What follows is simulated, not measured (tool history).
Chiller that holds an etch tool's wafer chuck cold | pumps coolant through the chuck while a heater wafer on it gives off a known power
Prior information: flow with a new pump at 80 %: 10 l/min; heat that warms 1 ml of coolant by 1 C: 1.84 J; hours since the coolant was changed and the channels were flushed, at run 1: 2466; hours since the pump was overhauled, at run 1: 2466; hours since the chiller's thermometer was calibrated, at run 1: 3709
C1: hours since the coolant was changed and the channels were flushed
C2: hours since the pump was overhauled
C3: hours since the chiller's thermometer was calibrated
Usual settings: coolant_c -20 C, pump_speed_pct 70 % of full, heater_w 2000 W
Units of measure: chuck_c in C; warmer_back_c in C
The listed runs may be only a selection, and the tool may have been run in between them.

Run 1, hour 0.0: usual settings; C1 2466; C2 2466; C3 3709. Result: chuck_c 2.6 C, warmer_back_c 8.16 C.
Run 2, hour 74.8: usual settings; C1 2541; C2 2541; C3 3784. Result: chuck_c 2.5 C, warmer_back_c 8.18 C.
Run 3, hour 190.5: usual settings; C1 2657; C2 2657; C3 3900. Result: chuck_c 2.6 C, warmer_back_c 8.24 C.
Run 4, hour 300.4: usual settings; C1 2767; C2 2767; C3 4010. Result: chuck_c 2.9 C, warmer_back_c 8.30 C.
Run 5, hour 355.0: usual settings; C1 2821; C2 2821; C3 4064. Result: chuck_c 3.0 C, warmer_back_c 8.25 C.
Run 6, hour 402.0: usual settings; C1 2868; C2 2868; C3 4111. Result: chuck_c 3.1 C, warmer_back_c 8.26 C.
Run 7, hour 449.2: usual settings but heater_w 1637 W; C1 2916; C2 2916; C3 4158. Result: chuck_c -1.4 C, warmer_back_c 6.76 C.
Run 8, hour 530.7: usual settings but heater_w 1637 W; C1 2997; C2 2997; C3 4240. Result: chuck_c -1.1 C, warmer_back_c 6.86 C.
Run 9, hour 581.0: usual settings but coolant_c -26 C; C1 3047; C2 3047; C3 4290. Result: chuck_c -2.5 C, warmer_back_c 8.29 C.
Run 10, hour 643.2: usual settings but coolant_c -26 C; C1 3109; C2 3109; C3 4352. Result: chuck_c -2.5 C, warmer_back_c 8.32 C.
At hour 667.0: coolant changed, channels flushed.
Run 11, hour 744.1: usual settings but coolant_c -26 C; C1 77; C2 3204; C3 4447. Result: chuck_c -4.7 C, warmer_back_c 8.43 C.
Run 12, hour 806.2: usual settings but coolant_c -17 C; C1 139; C2 3267; C3 4509. Result: chuck_c 4.4 C, warmer_back_c 8.42 C.
Run 13, hour 874.4: usual settings but heater_w 1819 W; C1 207; C2 3335; C3 4577. Result: chuck_c -0.6 C, warmer_back_c 7.69 C.
Run 14, hour 966.9: usual settings; C1 300; C2 3427; C3 4670. Result: chuck_c 1.5 C, warmer_back_c 8.43 C.
Run 15, hour 1033.7: usual settings; C1 367; C2 3494; C3 4737. Result: chuck_c 1.5 C, warmer_back_c 8.43 C.
Run 16, hour 1132.2: usual settings; C1 465; C2 3593; C3 4835. Result: chuck_c 1.7 C, warmer_back_c 8.50 C.
Run 17, hour 1218.0: usual settings; C1 551; C2 3678; C3 4921. Result: chuck_c 1.7 C, warmer_back_c 8.50 C.
Run 18, hour 1288.3: usual settings; C1 621; C2 3749; C3 4991. Result: chuck_c 1.9 C, warmer_back_c 8.49 C.
Run 19, hour 1401.6: usual settings but coolant_c -27 C; C1 735; C2 3862; C3 5105. Result: chuck_c -4.9 C, warmer_back_c 8.59 C.
Run 20, hour 1471.5: usual settings but pump_speed_pct 68 % of full, heater_w 1764 W; C1 804; C2 3932; C3 5175. Result: chuck_c -0.1 C, warmer_back_c 7.87 C.
At hour 1481.5: chiller's thermometer calibrated.
Run 21, hour 1525.6: usual settings but coolant_c -19 C; C1 858; C2 3985; C3 44. Result: chuck_c 3.6 C, warmer_back_c 8.71 C.
Run 22, hour 1630.8: usual settings but coolant_c -14 C; C1 963; C2 4090; C3 149. Result: chuck_c 8.8 C, warmer_back_c 8.65 C.
Run 23, hour 1730.2: usual settings but coolant_c -14 C; C1 1062; C2 4189; C3 249. Result: chuck_c 8.8 C, warmer_back_c 8.68 C.
Run 24, hour 1836.8: usual settings but coolant_c -29 C, pump_speed_pct 95 % of full, heater_w 1825 W; C1 1169; C2 4296; C3 355. Result: chuck_c -13.3 C, warmer_back_c 5.83 C.
Run 25, hour 1916.4: usual settings but coolant_c -29 C, pump_speed_pct 95 % of full, heater_w 1825 W; C1 1248; C2 4376; C3 435. Result: chuck_c -12.9 C, warmer_back_c 5.77 C.

Expected results for the next run?
Run 26, hour 1990.2: usual settings but pump_speed_pct 91 % of full, heater_w 1893 W; C1 1322; C2 4450; C3 509. Result: chuck_c ?, warmer_back_c ?.

Run 26 measured chuck_c -2.5 C, warmer_back_c 6.35 C.
Take away the tool's hidden state, keep the run-to-run variation as it was, and the same run would have given chuck_c -5.4 C, warmer_back_c 5.42 C.

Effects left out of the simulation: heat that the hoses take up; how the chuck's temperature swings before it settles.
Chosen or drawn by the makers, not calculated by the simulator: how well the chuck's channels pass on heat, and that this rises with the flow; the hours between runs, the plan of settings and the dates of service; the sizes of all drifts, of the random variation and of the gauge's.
